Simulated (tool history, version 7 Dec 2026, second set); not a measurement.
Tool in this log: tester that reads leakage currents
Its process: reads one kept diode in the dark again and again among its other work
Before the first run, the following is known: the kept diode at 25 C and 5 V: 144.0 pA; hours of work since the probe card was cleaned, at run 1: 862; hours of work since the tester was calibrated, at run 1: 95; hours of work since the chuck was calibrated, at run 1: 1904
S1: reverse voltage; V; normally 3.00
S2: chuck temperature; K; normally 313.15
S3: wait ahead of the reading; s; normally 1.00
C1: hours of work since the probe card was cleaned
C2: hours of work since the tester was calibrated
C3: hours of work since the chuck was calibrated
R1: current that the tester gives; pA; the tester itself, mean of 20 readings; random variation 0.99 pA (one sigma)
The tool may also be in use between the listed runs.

run	hour	S1	S2	S3	C1	C2	C3	R1
1	0.0	3.00	313.15	1.00	862	95	1904	329.82
2	68.5	3.00	313.15	1.00	908	141	1950	329.31
3	139.1	3.00	313.15	1.00	955	188	1998	330.01
4	201.2	3.00	313.15	1.00	997	230	2040	330.73
5	295.3	3.00	313.15	1.00	1060	293	2103	332.89
6	376.6	3.00	313.15	1.00	1115	348	2158	330.49
7	446.6	3.00	313.15	1.00	1162	395	2205	329.59
8	502.2	3.00	313.15	8.30	1199	432	2242	328.86
# hour 514.7: chuck's temperature calibrated
9	560.0	3.00	313.15	8.30	1237	470	30	332.62
10	629.7	1.30	313.15	8.30	1284	517	77	219.47
11	693.3	3.00	313.15	1.00	1327	560	120	332.54
12	776.8	3.00	313.15	1.00	1383	616	176	330.01
13	840.3	5.13	306.15	1.31	1425	658	219	262.16
14	887.1	1.49	306.15	1.31	1457	690	251	144.21
15	982.4	16.70	313.15	1.00	1521	754	315	770.48
16	1045.0	16.70	313.15	1.00	1563	796	357	767.78
17	1131.7	16.70	313.15	1.16	1621	854	415	769.31
18	1226.4	16.70	313.15	1.16	1685	918	479	767.14
19	1276.2	16.70	313.15	1.16	1719	952	512	770.47
20	1337.6	1.01	313.15	3.98	1760	993	554	194.80
21	1386.2	1.01	313.15	3.98	1793	1026	586	194.28
22	1452.3	9.72	313.15	1.00	1837	1070	631	588.72
23	1520.0	2.41	304.15	0.62	1883	1116	676	158.38
24	1598.2	2.41	304.15	0.62	1935	1168	729	157.31

Forecast each of these 4 alternatives for the next run:
A	1652.9	13.07	312.15	1.00	1972	1205	766	?
B	1652.9	2.41	317.15	0.62	1972	1205	766	?
C	1652.9	2.41	295.15	3.14	1972	1205	766	?
D	1652.9	2.41	297.15	6.27	1972	1205	766	?

run	R1
A	635.36
B	388.46
C	80.30
D	93.59
The same runs, with their run-to-run variation unchanged, on a tool lacking any hidden condition would have given:
run	R1
A	635.57
B	388.63
C	80.33
D	93.63
